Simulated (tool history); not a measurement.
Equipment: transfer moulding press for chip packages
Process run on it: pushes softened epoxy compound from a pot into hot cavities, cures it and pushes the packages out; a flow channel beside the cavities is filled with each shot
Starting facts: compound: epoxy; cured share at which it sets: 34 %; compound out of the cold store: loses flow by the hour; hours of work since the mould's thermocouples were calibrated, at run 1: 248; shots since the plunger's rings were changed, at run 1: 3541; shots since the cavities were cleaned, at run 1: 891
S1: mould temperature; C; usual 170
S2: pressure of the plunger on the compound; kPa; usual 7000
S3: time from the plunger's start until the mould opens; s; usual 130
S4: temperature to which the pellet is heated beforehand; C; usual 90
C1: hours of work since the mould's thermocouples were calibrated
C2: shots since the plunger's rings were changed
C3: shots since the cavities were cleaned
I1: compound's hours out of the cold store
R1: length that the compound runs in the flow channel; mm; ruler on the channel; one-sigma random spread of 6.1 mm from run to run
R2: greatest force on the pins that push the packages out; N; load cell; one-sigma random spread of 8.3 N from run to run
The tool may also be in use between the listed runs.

run	hour	S1	S2	S3	S4	C1	C2	C3	I1	R1	R2
1	0.0	170	7000	130	90	248	3541	891	46.2	634	493
# hour 22.7: cavities cleaned with cleaning compound and waxed
2	56.8	170	7000	130	97	281	4005	286	38.0	642	449
3	102.1	170	7000	130	97	307	4386	667	33.1	636	463
# hour 150.6: cavities cleaned with cleaning compound and waxed
4	150.6	170	7000	130	97	335	4781	0	33.0	641	363
5	207.8	170	7000	130	97	369	5262	481	17.0	679	463
6	239.1	170	7000	153	90	387	5525	744	24.5	667	439
# hour 280.0: cavities cleaned with cleaning compound and waxed
7	285.1	170	7000	153	90	413	5899	43	39.7	615	370
8	310.5	178	7000	153	90	428	6112	256	27.6	606	403
# hour 335.9: plunger's sealing rings changed
# hour 351.9: mould's thermocouples calibrated
9	363.3	170	7000	130	90	7	214	662	21.5	713	505
10	396.2	170	7000	130	90	26	490	938	13.8	738	527
# hour 414.1: cavities cleaned with cleaning compound and waxed
11	439.5	170	7000	130	90	51	842	213	35.9	677	413
12	465.1	170	7000	130	90	66	1057	428	26.1	702	450
13	525.5	170	7000	130	90	101	1565	936	11.7	735	528
# hour 544.2: cavities cleaned with cleaning compound and waxed
14	582.6	170	8040	130	90	134	2032	323	41.6	695	439
15	618.6	170	8040	130	90	155	2335	626	13.9	756	495
# hour 674.4: cavities cleaned with cleaning compound and waxed
16	674.4	170	8040	130	90	187	2791	0	47.8	671	364
17	719.9	178	8040	167	90	214	3174	383	45.5	648	399
18	762.2	164	7200	130	95	239	3529	738	22.5	726	672
# hour 802.4: cavities cleaned with cleaning compound and waxed
19	822.4	175	5530	112	87	274	4022	168	27.1	571	398
20	866.0	175	5760	148	95	299	4389	535	37.6	555	429
21	926.1	162	5480	160	90	335	4894	1040	16.2	642	565
# hour 930.2: cavities cleaned with cleaning compound and waxed
22	960.8	170	5480	153	90	354	5173	258	25.7	584	401
23	995.8	170	7230	130	90	375	5466	551	46.4	633	476
24	1026.0	170	7230	130	90	393	5720	805	41.5	626	488
# hour 1059.0: cavities cleaned with cleaning compound and waxed
25	1072.6	170	7230	130	90	419	6099	114	11.8	692	414
# hour 1096.9: plunger's sealing rings changed
26	1126.0	170	7000	122	90	449	244	542	8.8	762	489
# hour 1133.2: mould's thermocouples calibrated
27	1181.9	163	7100	141	90	29	697	995	31.0	722	650

Each row is a separate what-if for the run after 27, all from the same tool condition, not one after another. Results?
# hour 1192.6: cavities cleaned with cleaning compound and waxed
A	1234.3	170	6160	127	97	59	1125	351	12.3	?	?
# hour 1192.6: cavities cleaned with cleaning compound and waxed
B	1234.3	175	7100	131	83	59	1125	351	33.9	?	?
# hour 1192.6: cavities cleaned with cleaning compound and waxed
C	1234.3	170	7000	169	90	59	1125	351	19.0	?	?

run	R1	R2
A	688	434
B	644	402
C	708	403
Without the tool's hidden state the same runs would have given:
run	R1	R2
A	701	361
B	657	331
C	722	332
